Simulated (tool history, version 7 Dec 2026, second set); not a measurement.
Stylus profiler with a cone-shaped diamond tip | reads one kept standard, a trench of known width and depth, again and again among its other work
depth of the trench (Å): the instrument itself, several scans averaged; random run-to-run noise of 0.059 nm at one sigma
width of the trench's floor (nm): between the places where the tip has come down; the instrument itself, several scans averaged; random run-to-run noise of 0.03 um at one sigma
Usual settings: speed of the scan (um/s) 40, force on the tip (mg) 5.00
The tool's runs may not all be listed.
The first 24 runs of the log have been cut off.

run    hour  speed of the scan (um/s)  force on the tip (mg)  scans with this tip  hours of work since the height scale was calibrated  depth of the trench (Å)  width of the trench's floor (nm)
 25  2029.7                        49                   3.42                11707                                                  238                   1003.8                             28310
 26  2099.6                        70                  13.82                11982                                                  293                   1024.8                             28320
 27  2204.4                        70                  13.82                12395                                                  376                   1025.7                             28380
 28  2283.7                        31                   2.35                12708                                                  438                    998.8                             28380
 29  2390.6                        52                   2.25                13129                                                  522                    999.7                             28240
     2452.9  -- height scale calibrated on a step standard, once more
 30  2462.8                        11                   4.13                13412                                                    8                   1016.3                             28470
 31  2578.4                        11                   4.13                13867                                                   99                   1016.2                             28420
 32  2675.7                        24                   3.29                14251                                                  175                   1013.4                             28330
 33  2741.0                        13                   2.07                14508                                                  227                   1009.3                             28300
 34  2819.4                        13                   2.07                14817                                                  288                   1009.9                             28330
 35  2889.6                        22                   8.93                15094                                                  344                   1026.6                             28350
 36  2987.8                        22                   8.93                15480                                                  421                   1026.7                             28340
 37  3081.4                        84                   5.00                15849                                                  495                   1016.2                             28140
 38  3182.5                        84                   5.00                16248                                                  574                   1015.8                             28100

5 options for the next run, each taken on its own from the tool as it stands now. Forecast them:
  A  3270.1                        40                   3.24                16593                                                  643                        ?                                 ?
  B  3270.1                        15                   5.00                16593                                                  643                        ?                                 ?
  C  3270.1                        14                   6.48                16593                                                  643                        ?                                 ?
  D  3270.1                       148                   6.54                16593                                                  643                        ?                                 ?
  E  3270.1                       121                   3.75                16593                                                  643                        ?                                 ?

run  depth of the trench (Å)  width of the trench's floor (nm)
  A                   1012.1                             28220
  B                   1016.9                             28360
  C                   1019.9                             28320
  D                   1019.6                             27950
  E                   1013.6                             27900
The same runs, with their run-to-run variation unchanged, on a tool lacking any hidden condition would have given:
run  depth of the trench (Å)  width of the trench's floor (nm)
  A                   1014.9                             28590
  B                   1019.7                             28730
  C                   1022.7                             28690
  D                   1022.4                             28310
  E                   1016.4                             28260

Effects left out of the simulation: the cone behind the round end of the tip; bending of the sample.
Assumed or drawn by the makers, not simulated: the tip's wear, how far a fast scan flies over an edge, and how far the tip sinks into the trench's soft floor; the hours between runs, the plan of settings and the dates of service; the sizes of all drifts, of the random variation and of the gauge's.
